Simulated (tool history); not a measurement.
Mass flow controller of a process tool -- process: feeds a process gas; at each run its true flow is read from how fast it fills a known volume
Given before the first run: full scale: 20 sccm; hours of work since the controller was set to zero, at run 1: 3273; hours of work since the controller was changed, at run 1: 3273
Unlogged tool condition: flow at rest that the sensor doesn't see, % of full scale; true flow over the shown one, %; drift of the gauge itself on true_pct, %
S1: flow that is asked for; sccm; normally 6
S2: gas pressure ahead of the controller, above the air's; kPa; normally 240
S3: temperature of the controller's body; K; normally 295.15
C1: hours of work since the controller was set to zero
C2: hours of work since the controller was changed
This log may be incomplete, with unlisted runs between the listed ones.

Run 1, day 0: usual settings; C1 3273; C2 3273. Result: true flow (%) 98.19.
Run 2, day 4.2: usual settings but S2 172 kPa; C1 3342; C2 3342. Result: true flow (%) 98.48.
Run 3, day 7.996: usual settings but S2 172 kPa; C1 3405; C2 3405. Result: true flow (%) 98.48.
Run 4, day 11.583: usual settings but S2 172 kPa; C1 3464; C2 3464. Result: true flow (%) 98.47.
Run 5, day 17.317: usual settings but S2 172 kPa; C1 3559; C2 3559. Result: true flow (%) 98.43.
Run 6, day 22.683: usual settings but S3 302.15 K; C1 3647; C2 3647. Result: true flow (%) 98.38.
Run 7, day 27.6: usual settings; C1 3728; C2 3728. Result: true flow (%) 98.05.
Run 8, day 31.867: usual settings; C1 3798; C2 3798. Result: true flow (%) 98.03.
Run 9, day 36.454: usual settings; C1 3874; C2 3874. Result: true flow (%) 98.17.
Run 10, day 41.117: usual settings; C1 3951; C2 3951. Result: true flow (%) 98.12.
Run 11, day 45.188: usual settings; C1 4018; C2 4018. Result: true flow (%) 98.03.
Run 12, day 49.425: usual settings; C1 4088; C2 4088. Result: true flow (%) 97.98.
Run 13, day 55.058: usual settings but S2 153 kPa; C1 4181; C2 4181. Result: true flow (%) 98.4.
Run 14, day 60.575: usual settings but S2 153 kPa; C1 4272; C2 4272. Result: true flow (%) 98.5.
Run 15, day 63.917: usual settings but S3 308.15 K; C1 4327; C2 4327. Result: true flow (%) 98.41.
Run 16, day 69.254: usual settings but S3 308.15 K; C1 4415; C2 4415. Result: true flow (%) 98.27.
Run 17, day 72.779: usual settings but S3 308.15 K; C1 4473; C2 4473. Result: true flow (%) 98.35.
Run 18, day 77.004: usual settings; C1 4543; C2 4543. Result: true flow (%) 98.1.
Run 19, day 82.342: usual settings but S3 296.15 K; C1 4631; C2 4631. Result: true flow (%) 98.1.
Run 20, day 86.371: usual settings; C1 4697; C2 4697. Result: true flow (%) 98.01.
Run 21, day 88.812: usual settings; C1 4737; C2 4737. Result: true flow (%) 98.06.
Run 22, day 94.183: usual settings but S1 3 sccm, S2 152 kPa, S3 308.15 K; C1 4826; C2 4826. Result: true flow (%) 100.02.
Run 23, day 96.508: usual settings but S1 2 sccm, S2 202 kPa, S3 313.15 K; C1 4864; C2 4864. Result: true flow (%) 101.35.
Run 24, day 99.392: usual settings but S1 3 sccm, S2 249 kPa, S3 302.15 K; C1 4912; C2 4912. Result: true flow (%) 99.26.
Run 25, day 104.571: usual settings but S1 3 sccm, S2 249 kPa, S3 302.15 K; C1 4997; C2 4997. Result: true flow (%) 99.41.
Run 26, day 107.225: usual settings but S1 7 sccm; C1 5041; C2 5041. Result: true flow (%) 97.84.
Run 27, day 112.462: usual settings but S1 3 sccm, S2 144 kPa, S3 299.15 K; C1 5127; C2 5127. Result: true flow (%) 99.93.
Run 28, day 118.192: usual settings but S1 5 sccm, S2 276 kPa, S3 300.15 K; C1 5222; C2 5222. Result: true flow (%) 98.19.
Run 29, day 122.25: usual settings but S1 4 sccm, S2 276 kPa, S3 306.15 K; C1 5288; C2 5288. Result: true flow (%) 98.6.
Run 30, day 126.45: usual settings but S1 2 sccm, S2 151 kPa, S3 304.15 K; C1 5358; C2 5358. Result: true flow (%) 101.72.
Run 31, day 131.088: usual settings but S1 2 sccm, S2 151 kPa, S3 304.15 K; C1 5434; C2 5434. Result: true flow (%) 101.83.
Run 32, day 133.625: usual settings but S1 2 sccm, S2 218 kPa, S3 307.15 K; C1 5476; C2 5476. Result: true flow (%) 101.52.
Run 33, day 138.246: usual settings but S1 2 sccm, S2 199 kPa; C1 5552; C2 5552. Result: true flow (%) 101.29.
Run 34, day 142.454: usual settings but S2 209 kPa, S3 309.15 K; C1 5622; C2 5622. Result: true flow (%) 98.45.

The next listed run, before its measurement:
Run 35, day 146.825: usual settings but S2 209 kPa, S3 309.15 K; C1 5694; C2 5694. Result: true flow (%) ?.

true flow (%): 98.45
If the tool had no hidden condition, the same run with the same run-to-run variation would have returned true flow (%) 98.67.
